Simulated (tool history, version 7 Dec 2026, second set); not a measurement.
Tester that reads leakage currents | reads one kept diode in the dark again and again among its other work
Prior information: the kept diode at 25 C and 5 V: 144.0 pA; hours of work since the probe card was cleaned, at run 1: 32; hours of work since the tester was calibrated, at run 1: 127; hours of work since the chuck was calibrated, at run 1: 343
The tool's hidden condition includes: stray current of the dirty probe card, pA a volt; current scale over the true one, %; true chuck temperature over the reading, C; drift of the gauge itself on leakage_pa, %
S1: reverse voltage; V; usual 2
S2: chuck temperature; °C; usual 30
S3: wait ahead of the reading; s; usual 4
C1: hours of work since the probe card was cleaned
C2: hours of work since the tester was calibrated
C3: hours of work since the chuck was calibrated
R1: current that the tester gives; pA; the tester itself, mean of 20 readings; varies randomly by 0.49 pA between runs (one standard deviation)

run	hour	S1	S2	S3	C1	C2	C3	R1
1	0	2	30	4	32	127	343	161.88
2	65.7	2	30	4	78	173	389	160.36
3	108.9	2	30	4	108	203	419	160.51
4	176.7	2	30	4	156	251	466	161.1
5	221.8	2	30	4	187	282	498	159.8
6	294.1	2	30	4	238	333	548	161.03
# hour 301.3: chuck's temperature calibrated
7	368.7	2	30	4	288	383	47	161.21
8	442.8	2	30	2.38	340	435	99	161.54
9	486	2	30	2.38	370	465	129	161.12
10	543.9	1.38	30	4	411	506	169	140.08
11	617.7	2	30	4	462	557	221	160.98
12	668.3	2	30	4	498	593	256	160.74
13	708.8	2	30	4	526	621	284	161.01
14	750.7	2	30	4	555	650	314	160.83
15	802.6	2	30	4	591	686	350	159.86
16	846.5	2	30	4	622	717	381	161.01
17	882.3	2	30	4	647	742	406	161.2
18	922.5	2	30	4	675	770	434	161.75
19	966.1	2	30	1.07	706	800	464	161.37
20	1009.2	2	30	1.07	736	831	494	161.86
21	1050.7	2	45	1.07	765	860	523	567.91
# hour 1093.2: chuck's temperature calibrated
22	1129.5	4.33	45	1.75	818	913	25	748.75
23	1182.6	10.97	45	1.05	855	950	62	1052.24
24	1252.8	2	29	0.5	904	999	111	147.71

Run 25, settings as shown, results not yet in. Your forecast:
25	1287.5	2	29	0.5	929	1023	136	?

{"run 25": {"R1": 148.05}}
Take away the tool's hidden state, keep the run-to-run variation as it was, and the same run would have given R1 147.98 pA.
